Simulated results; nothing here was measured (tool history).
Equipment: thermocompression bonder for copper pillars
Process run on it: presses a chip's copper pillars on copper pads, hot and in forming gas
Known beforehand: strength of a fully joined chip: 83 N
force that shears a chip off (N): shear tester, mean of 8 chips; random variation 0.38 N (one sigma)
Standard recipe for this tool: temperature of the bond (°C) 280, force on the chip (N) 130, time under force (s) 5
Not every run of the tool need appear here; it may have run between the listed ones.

| run | hour | temperature of the bond (°C) | force on the chip (N) | time under force (s) | force that shears a chip off (N) |
|---|---|---|---|---|---|
| 1 | 0.0 | 280 | 130 | 5 | 51.6 |
| 2 | 56.6 | 280 | 130 | 5 | 50.9 |
| 3 | 88.6 | 280 | 130 | 5 | 50.3 |
| 4 | 114.7 | 280 | 130 | 5 | 50.0 |
|  | 144.2 | forming gas filter changed |
| 5 | 159.5 | 280 | 130 | 5 | 51.4 |
| 6 | 187.0 | 280 | 130 | 5 | 51.6 |
| 7 | 223.8 | 280 | 130 | 5 | 51.7 |
| 8 | 276.0 | 280 | 130 | 5 | 51.2 |
| 9 | 310.8 | 280 | 93 | 5 | 40.7 |
| 10 | 339.4 | 299 | 93 | 5 | 50.2 |
| 11 | 370.9 | 280 | 130 | 4 | 46.6 |
| 12 | 432.3 | 280 | 130 | 4 | 46.1 |
|  | 440.9 | forming gas filter changed |
| 13 | 471.8 | 280 | 130 | 5 | 51.6 |
| 14 | 521.9 | 280 | 130 | 5 | 51.1 |
| 15 | 574.1 | 280 | 130 | 5 | 50.8 |
| 16 | 634.3 | 280 | 165 | 5 | 58.5 |
| 17 | 694.0 | 291 | 165 | 5 | 63.2 |
| 18 | 725.7 | 291 | 165 | 5 | 62.4 |
|  | 735.5 | forming gas filter changed |
| 19 | 771.7 | 291 | 165 | 5 | 65.1 |
| 20 | 797.6 | 291 | 165 | 5 | 64.8 |
| 21 | 836.3 | 291 | 89 | 7 | 49.1 |
| 22 | 897.9 | 280 | 146 | 3 | 46.7 |
| 23 | 937.7 | 280 | 146 | 3 | 45.8 |
| 24 | 969.2 | 265 | 125 | 10 | 50.0 |
|  | 1027.6 | forming gas filter changed |
| 25 | 1027.6 | 303 | 102 | 4 | 52.1 |
| 26 | 1063.8 | 282 | 130 | 3 | 44.3 |
| 27 | 1108.7 | 282 | 130 | 3 | 44.7 |
| 28 | 1166.5 | 282 | 130 | 3 | 44.0 |
| 29 | 1228.0 | 251 | 90 | 7 | 28.3 |
| 30 | 1254.6 | 274 | 89 | 4 | 32.5 |
| 31 | 1288.8 | 300 | 130 | 5 | 59.1 |
| 32 | 1316.0 | 300 | 113 | 14 | 67.0 |
|  | 1320.5 | forming gas filter changed |
| 33 | 1369.4 | 305 | 113 | 3 | 52.4 |
| 34 | 1402.5 | 265 | 164 | 12 | 62.2 |
|  | 1442.4 | force cell calibrated |
| 35 | 1451.0 | 308 | 130 | 5 | 63.0 |
| 36 | 1507.5 | 280 | 130 | 3 | 40.9 |
| 37 | 1535.2 | 274 | 99 | 9 | 43.2 |
| 38 | 1580.3 | 274 | 99 | 9 | 42.2 |
|  | 1615.7 | forming gas filter changed |
| 39 | 1622.2 | 274 | 99 | 9 | 44.9 |

Branching from run 39: 3 alternative next runs. What would each branch give?
| A | 1671.6 | 274 | 173 | 3 | ? |
| B | 1671.6 | 284 | 133 | 14 | ? |
| C | 1671.6 | 288 | 130 | 5 | ? |

| run | force that shears a chip off (N) |
|---|---|
| A | 46.2 |
| B | 66.2 |
| C | 53.2 |
With no hidden state in the tool, these same runs would have given:
| run | force that shears a chip off (N) |
|---|---|
| A | 50.2 |
| B | 69.7 |
| C | 57.1 |
